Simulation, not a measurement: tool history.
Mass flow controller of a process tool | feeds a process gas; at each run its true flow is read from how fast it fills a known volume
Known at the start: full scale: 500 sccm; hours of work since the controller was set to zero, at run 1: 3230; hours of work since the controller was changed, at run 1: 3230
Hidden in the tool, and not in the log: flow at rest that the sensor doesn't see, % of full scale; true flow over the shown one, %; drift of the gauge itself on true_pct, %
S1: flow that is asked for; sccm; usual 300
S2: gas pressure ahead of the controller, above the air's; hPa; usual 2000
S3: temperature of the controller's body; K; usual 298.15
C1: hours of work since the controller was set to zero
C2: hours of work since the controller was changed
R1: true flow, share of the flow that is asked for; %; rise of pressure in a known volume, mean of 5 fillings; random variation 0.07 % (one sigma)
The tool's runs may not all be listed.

{"run": 1, "hour": 0.0, "S1": 300, "S2": 2000, "S3": 298.15, "C1": 3230, "C2": 3230, "R1": 99.14}
{"run": 2, "hour": 91.3, "S1": 300, "S2": 2000, "S3": 298.15, "C1": 3285, "C2": 3285, "R1": 99}
{"run": 3, "hour": 210.0, "S1": 300, "S2": 2000, "S3": 298.15, "C1": 3355, "C2": 3355, "R1": 98.89}
{"run": 4, "hour": 364.1, "S1": 300, "S2": 2190, "S3": 298.15, "C1": 3447, "C2": 3447, "R1": 99.28}
{"run": 5, "hour": 470.8, "S1": 300, "S2": 2190, "S3": 298.15, "C1": 3510, "C2": 3510, "R1": 99.06}
{"run": 6, "hour": 624.7, "S1": 300, "S2": 2190, "S3": 298.15, "C1": 3602, "C2": 3602, "R1": 99.19}
{"run": 7, "hour": 706.3, "S1": 300, "S2": 2190, "S3": 298.15, "C1": 3651, "C2": 3651, "R1": 99.12}
{"run": 8, "hour": 865.0, "S1": 300, "S2": 2190, "S3": 298.15, "C1": 3745, "C2": 3745, "R1": 99.16}
{"run": 9, "hour": 986.4, "S1": 300, "S2": 2000, "S3": 298.15, "C1": 3817, "C2": 3817, "R1": 99.13}
{"run": 10, "hour": 1071.5, "S1": 300, "S2": 2000, "S3": 298.15, "C1": 3868, "C2": 3868, "R1": 99}
{"run": 11, "hour": 1152.1, "S1": 300, "S2": 2000, "S3": 298.15, "C1": 3916, "C2": 3916, "R1": 98.95}
{"run": 12, "hour": 1297.4, "S1": 300, "S2": 2000, "S3": 298.15, "C1": 4002, "C2": 4002, "R1": 98.96}
{"run": 13, "hour": 1379.0, "S1": 300, "S2": 2000, "S3": 298.15, "C1": 4051, "C2": 4051, "R1": 99.06}
{"run": 14, "hour": 1550.7, "S1": 377, "S2": 2000, "S3": 298.15, "C1": 4153, "C2": 4153, "R1": 99.28}
{"run": 15, "hour": 1637.3, "S1": 377, "S2": 2000, "S3": 298.15, "C1": 4205, "C2": 4205, "R1": 99.25}
{"run": 16, "hour": 1752.4, "S1": 322, "S2": 2120, "S3": 297.15, "C1": 4273, "C2": 4273, "R1": 98.94}
{"run": 17, "hour": 1927.6, "S1": 322, "S2": 2120, "S3": 297.15, "C1": 4378, "C2": 4378, "R1": 98.97}
{"run": 18, "hour": 2080.1, "S1": 55, "S2": 1750, "S3": 298.15, "C1": 4468, "C2": 4468, "R1": 101.84}
{"run": 19, "hour": 2194.0, "S1": 300, "S2": 1610, "S3": 295.15, "C1": 4536, "C2": 4536, "R1": 98.36}
{"run": 20, "hour": 2304.4, "S1": 116, "S2": 2350, "S3": 294.15, "C1": 4602, "C2": 4602, "R1": 99.49}
{"run": 21, "hour": 2387.4, "S1": 300, "S2": 1420, "S3": 295.15, "C1": 4651, "C2": 4651, "R1": 98.24}
{"run": 22, "hour": 2474.0, "S1": 205, "S2": 2070, "S3": 298.15, "C1": 4703, "C2": 4703, "R1": 99.01}
{"run": 23, "hour": 2552.5, "S1": 215, "S2": 1420, "S3": 298.15, "C1": 4749, "C2": 4749, "R1": 98.44}
{"run": 24, "hour": 2632.0, "S1": 67, "S2": 2000, "S3": 298.15, "C1": 4797, "C2": 4797, "R1": 101.11}
{"run": 25, "hour": 2763.2, "S1": 300, "S2": 2630, "S3": 295.15, "C1": 4875, "C2": 4875, "R1": 99.12}
{"run": 26, "hour": 2894.5, "S1": 300, "S2": 2630, "S3": 295.15, "C1": 4953, "C2": 4953, "R1": 99.19}
{"run": 27, "hour": 2985.9, "S1": 300, "S2": 2630, "S3": 295.15, "C1": 5007, "C2": 5007, "R1": 99.28}
{"run": 28, "hour": 3080.8, "S1": 300, "S2": 2630, "S3": 295.15, "C1": 5064, "C2": 5064, "R1": 99.2}
{"hour": 3109.3, "done": "controller's zero set anew"}
{"run": 29, "hour": 3167.9, "S1": 300, "S2": 2630, "S3": 305.15, "C1": 35, "C2": 5116, "R1": 99.23}
{"run": 30, "hour": 3244.2, "S1": 155, "S2": 1820, "S3": 297.15, "C1": 80, "C2": 5161, "R1": 96.97}

Measured less the same run without the tool's hidden state. The same run-to-run variation is in both; the gauge's scatter may not be:
run=1 R1=+0.08
run=2 R1=+0.08
run=3 R1=+0.08
run=4 R1=+0.09
run=5 R1=+0.09
run=6 R1=+0.08
run=7 R1=+0.08
run=8 R1=+0.09
run=9 R1=+0.08
run=10 R1=+0.09
run=11 R1=+0.08
run=12 R1=+0.09
run=13 R1=+0.09
run=14 R1=-0.09
run=15 R1=-0.09
run=16 R1=+0.03
run=17 R1=+0.03
run=18 R1=+4.43
run=19 R1=+0.1
run=20 R1=+1.69
run=21 R1=+0.09
run=22 R1=+0.57
run=23 R1=+0.51
run=24 R1=+3.73
run=25 R1=+0.1
run=26 R1=+0.09
run=27 R1=+0.09
run=28 R1=+0.09
run=29 R1=-0.92
run=30 R1=-0.82
